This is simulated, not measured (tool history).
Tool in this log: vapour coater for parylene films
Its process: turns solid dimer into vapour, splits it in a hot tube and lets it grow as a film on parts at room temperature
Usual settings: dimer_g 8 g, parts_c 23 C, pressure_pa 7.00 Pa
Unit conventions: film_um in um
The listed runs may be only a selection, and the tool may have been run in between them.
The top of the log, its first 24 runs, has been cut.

run,hour,dimer_g,parts_c,pressure_pa,film_um
25,769.7,5,28,5.57,1.70
# hour 800.9: trap's valve overhauled
26,806.3,6,18,5.57,2.67
27,832.0,8,17,6.11,3.55
28,873.1,8,17,9.89,3.23
29,913.8,8,26,7.00,2.85
30,953.2,7,19,7.16,2.87
31,977.4,6,19,7.16,2.43
32,1015.7,6,19,7.16,2.44
33,1055.5,6,15,7.16,2.64
34,1082.7,6,23,4.16,2.43
35,1110.5,8,19,7.00,3.26
36,1149.4,8,19,7.00,3.22
37,1167.9,4,23,10.40,1.37

Forecast each of these 4 alternatives for the next run:
A,1203.6,9,25,10.40,?
B,1203.6,10,23,6.40,?
C,1203.6,5,31,10.31,?
D,1203.6,4,23,4.77,?

run,film_um
A,2.99
B,3.77
C,1.45
D,1.57
Without the tool's unlogged condition, the same runs would have read:
run,film_um
A,3.08
B,3.89
C,1.50
D,1.62
